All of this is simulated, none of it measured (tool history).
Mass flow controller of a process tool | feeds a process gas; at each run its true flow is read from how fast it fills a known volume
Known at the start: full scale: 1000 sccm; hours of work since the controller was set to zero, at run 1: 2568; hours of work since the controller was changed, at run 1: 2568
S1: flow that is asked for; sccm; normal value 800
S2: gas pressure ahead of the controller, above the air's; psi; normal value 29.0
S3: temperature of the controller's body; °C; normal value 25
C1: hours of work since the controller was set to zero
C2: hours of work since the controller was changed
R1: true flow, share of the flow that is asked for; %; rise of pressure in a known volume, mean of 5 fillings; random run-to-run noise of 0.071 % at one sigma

run      day   S1    S2  S3    C1    C2      R1
  1    0.000  800  29.0  25  2568  2568  100.66
  2    4.142  800  29.0  25  2634  2634  100.68
  3    8.771  800  29.0  25  2709  2709  100.78
  4   12.442  800  29.0  25  2768  2768  100.81
  5   18.779  800  29.0  25  2870  2870  100.75
  6   24.000  800  29.0  25  2954  2954  100.97
  7   27.321  800  29.0  25  3008  3008  100.84
  8   32.204  800  29.0  25  3086  3086  100.88
  9   38.833  800  29.0  25  3193  3193  100.86
 10   43.196  800  29.0  25  3263  3263  100.78
 11   48.650  800  29.0  25  3351  3351  100.92
 12   54.279  800  29.0  25  3442  3442  100.94
 13   57.679  800  29.0  25  3497  3497  100.97
 14   62.912  286  29.0  25  3581  3581  101.90
 15   67.162  286  29.0  25  3650  3650  101.91
 16   70.858  286  29.0  25  3709  3709  102.00
 17   76.700  800  29.0  25  3803  3803  101.07
 18   79.838  800  29.0  25  3854  3854  101.09
 19   84.271  800  29.0  25  3925  3925  101.01
 20   88.458  800  29.0  25  3992  3992  101.01
 21   93.333  800  29.0  25  4071  4071  101.22
 22   98.525  296  29.0  25  4155  4155  102.25
 23  101.579  262  29.0  25  4204  4204  102.73
 24  104.371  262  29.0  25  4249  4249  102.54
 25  107.579  833  33.9  38  4300  4300   99.90
 26  111.196  507  33.9  38  4359  4359  100.28
 27  114.304  248  24.2  25  4409  4409  103.12
 28  120.329  248  24.2  25  4506  4506  103.37
 29  126.100  248  24.2  25  4599  4599  103.43
 30  132.388  114  29.0  29  4700  4700  106.77
 31  135.825  800  27.1  25  4755  4755  101.36
 32  142.375  800  27.1  25  4861  4861  101.52
 33  148.392  837  31.9  33  4958  4958  100.70
     151.971  -- controller's zero set anew
 34  151.971  583  30.3  25     0  5015  100.11
 35  154.696  456  25.5  22    44  5059  100.39
 36  160.229  591  31.5  22   133  5148  100.29
 37  165.833  294  21.6  30   223  5238   99.95
 38  169.975  119  40.0  25   290  5305   99.71
 39  172.875  872  25.2  37   337  5352   99.68
 40  177.454  800  40.6  25   410  5426   99.87
 41  182.146  800  29.0  29   486  5501  100.07
 42  186.242  800  23.2  23   552  5567  100.86
 43  190.229  398  24.2  23   616  5631  100.60
 44  196.042  242  25.8  27   710  5725  100.27
 45  199.329  800  37.4  25   763  5778  100.04
 46  202.958  129  29.4  21   821  5836  101.35
 47  207.708  268  23.6  24   898  5913  100.70

Below, some changes in R1 between adjacent runs. For each, the amount present without the hidden state too (settings, incoming material, random variation) and the amount remaining for the hidden state with gauge scatter not shared by both compared results:
Hidden state at play: flow at rest that the sensor doesn't see, % of full scale; true flow over the shown one, %; drift of the gauge itself on true_pct, %.
Run 24 -> 25: S1 262 -> 833, S2 29.0 -> 33.9, S3 25 -> 38. R1 -2.64 %: hidden state -2.02, all else -0.62.
Run 26 -> 27: S1 507 -> 248, S2 33.9 -> 24.2, S3 38 -> 25. R1 +2.84 %: hidden state +1.68, all else +1.16.
Run 29 -> 30: S1 248 -> 114, S2 24.2 -> 29.0, S3 25 -> 29. R1 +3.34 %: hidden state +4.14, all else -0.80.
Run 30 -> 31: S1 114 -> 800, S2 29.0 -> 27.1, S3 29 -> 25. R1 -5.41 %: hidden state -6.44, all else +1.03.
